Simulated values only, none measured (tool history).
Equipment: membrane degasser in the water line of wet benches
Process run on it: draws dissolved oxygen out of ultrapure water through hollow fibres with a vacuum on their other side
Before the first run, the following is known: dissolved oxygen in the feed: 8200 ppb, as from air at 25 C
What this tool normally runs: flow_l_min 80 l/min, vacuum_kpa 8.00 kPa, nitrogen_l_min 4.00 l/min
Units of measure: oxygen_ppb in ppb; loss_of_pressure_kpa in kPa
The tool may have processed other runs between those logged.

run 1 day=0.000 | flow_l_min=80 vacuum_kpa=8.00 nitrogen_l_min=4.00 | oxygen_ppb=483.9 loss_of_pressure_kpa=34.71
run 2 day=8.596 | flow_l_min=80 vacuum_kpa=8.00 nitrogen_l_min=4.00 | oxygen_ppb=481.5 loss_of_pressure_kpa=34.52
run 3 day=16.579 | flow_l_min=80 vacuum_kpa=8.00 nitrogen_l_min=7.73 | oxygen_ppb=394.7 loss_of_pressure_kpa=34.68
run 4 day=23.771 | flow_l_min=80 vacuum_kpa=8.00 nitrogen_l_min=7.73 | oxygen_ppb=394.9 loss_of_pressure_kpa=34.65
run 5 day=32.842 | flow_l_min=80 vacuum_kpa=8.00 nitrogen_l_min=4.00 | oxygen_ppb=479.3 loss_of_pressure_kpa=34.61
run 6 day=38.129 | flow_l_min=80 vacuum_kpa=8.00 nitrogen_l_min=4.00 | oxygen_ppb=479.0 loss_of_pressure_kpa=34.57
run 7 day=43.883 | flow_l_min=80 vacuum_kpa=14.10 nitrogen_l_min=4.00 | oxygen_ppb=723.6 loss_of_pressure_kpa=34.61
run 8 day=50.625 | flow_l_min=80 vacuum_kpa=14.10 nitrogen_l_min=4.00 | oxygen_ppb=726.3 loss_of_pressure_kpa=34.64
-- day=58.317 vacuum gauge calibrated
run 9 day=58.317 | flow_l_min=69 vacuum_kpa=14.10 nitrogen_l_min=4.00 | oxygen_ppb=613.4 loss_of_pressure_kpa=29.75
run 10 day=64.933 | flow_l_min=69 vacuum_kpa=14.10 nitrogen_l_min=4.00 | oxygen_ppb=604.3 loss_of_pressure_kpa=29.87
run 11 day=69.058 | flow_l_min=80 vacuum_kpa=8.00 nitrogen_l_min=1.90 | oxygen_ppb=647.8 loss_of_pressure_kpa=34.55
run 12 day=77.221 | flow_l_min=59 vacuum_kpa=8.00 nitrogen_l_min=4.00 | oxygen_ppb=326.1 loss_of_pressure_kpa=25.52
run 13 day=84.983 | flow_l_min=59 vacuum_kpa=8.00 nitrogen_l_min=4.00 | oxygen_ppb=326.0 loss_of_pressure_kpa=25.46
run 14 day=89.729 | flow_l_min=59 vacuum_kpa=8.00 nitrogen_l_min=4.00 | oxygen_ppb=323.8 loss_of_pressure_kpa=25.41
run 15 day=97.879 | flow_l_min=59 vacuum_kpa=8.00 nitrogen_l_min=4.00 | oxygen_ppb=328.3 loss_of_pressure_kpa=25.58
run 16 day=107.388 | flow_l_min=59 vacuum_kpa=8.00 nitrogen_l_min=4.00 | oxygen_ppb=326.3 loss_of_pressure_kpa=25.58
run 17 day=115.746 | flow_l_min=80 vacuum_kpa=14.32 nitrogen_l_min=10.68 | oxygen_ppb=465.8 loss_of_pressure_kpa=34.63
-- day=116.396 membrane cartridge changed
run 18 day=124.629 | flow_l_min=93 vacuum_kpa=9.29 nitrogen_l_min=5.56 | oxygen_ppb=572.3 loss_of_pressure_kpa=40.10
run 19 day=132.754 | flow_l_min=80 vacuum_kpa=11.33 nitrogen_l_min=8.31 | oxygen_ppb=456.1 loss_of_pressure_kpa=34.70
run 20 day=137.062 | flow_l_min=80 vacuum_kpa=11.33 nitrogen_l_min=8.31 | oxygen_ppb=458.3 loss_of_pressure_kpa=34.51
run 21 day=141.121 | flow_l_min=80 vacuum_kpa=11.33 nitrogen_l_min=8.31 | oxygen_ppb=453.0 loss_of_pressure_kpa=34.75
run 22 day=150.267 | flow_l_min=57 vacuum_kpa=11.43 nitrogen_l_min=4.15 | oxygen_ppb=404.5 loss_of_pressure_kpa=24.54
run 23 day=154.754 | flow_l_min=80 vacuum_kpa=8.00 nitrogen_l_min=1.63 | oxygen_ppb=690.0 loss_of_pressure_kpa=34.63
run 24 day=160.783 | flow_l_min=53 vacuum_kpa=13.73 nitrogen_l_min=5.54 | oxygen_ppb=362.9 loss_of_pressure_kpa=22.95
run 25 day=168.279 | flow_l_min=68 vacuum_kpa=10.60 nitrogen_l_min=11.50 | oxygen_ppb=318.7 loss_of_pressure_kpa=29.38
run 26 day=174.475 | flow_l_min=61 vacuum_kpa=18.73 nitrogen_l_min=9.21 | oxygen_ppb=410.7 loss_of_pressure_kpa=26.36
run 27 day=180.600 | flow_l_min=59 vacuum_kpa=16.66 nitrogen_l_min=2.41 | oxygen_ppb=804.8 loss_of_pressure_kpa=25.39
run 28 day=188.325 | flow_l_min=59 vacuum_kpa=16.66 nitrogen_l_min=2.41 | oxygen_ppb=807.0 loss_of_pressure_kpa=25.65
-- day=193.867 seals of the vacuum lines changed
run 29 day=195.846 | flow_l_min=64 vacuum_kpa=8.00 nitrogen_l_min=8.36 | oxygen_ppb=280.8 loss_of_pressure_kpa=27.66
run 30 day=204.038 | flow_l_min=85 vacuum_kpa=8.00 nitrogen_l_min=8.36 | oxygen_ppb=414.1 loss_of_pressure_kpa=36.73
run 31 day=212.646 | flow_l_min=85 vacuum_kpa=5.49 nitrogen_l_min=1.73 | oxygen_ppb=511.5 loss_of_pressure_kpa=36.90

4 options for the next run, each taken on its own from the tool as it stands now. Forecast them:
run A day=221.692 | flow_l_min=78 vacuum_kpa=18.16 nitrogen_l_min=10.88 | oxygen_ppb=? loss_of_pressure_kpa=?
run B day=221.692 | flow_l_min=57 vacuum_kpa=15.40 nitrogen_l_min=2.22 | oxygen_ppb=? loss_of_pressure_kpa=?
run C day=221.692 | flow_l_min=62 vacuum_kpa=6.37 nitrogen_l_min=8.32 | oxygen_ppb=? loss_of_pressure_kpa=?
run D day=221.692 | flow_l_min=83 vacuum_kpa=5.82 nitrogen_l_min=1.73 | oxygen_ppb=? loss_of_pressure_kpa=?

run=A oxygen_ppb=509.4 loss_of_pressure_kpa=33.75
run=B oxygen_ppb=764.2 loss_of_pressure_kpa=24.71
run=C oxygen_ppb=239.3 loss_of_pressure_kpa=26.84
run=D oxygen_ppb=526.9 loss_of_pressure_kpa=35.80
With the hidden condition removed and each run's random variation left untouched, the same runs would have given:
run=A oxygen_ppb=509.1 loss_of_pressure_kpa=33.74
run=B oxygen_ppb=763.9 loss_of_pressure_kpa=24.70
run=C oxygen_ppb=239.0 loss_of_pressure_kpa=26.83
run=D oxygen_ppb=526.4 loss_of_pressure_kpa=35.79
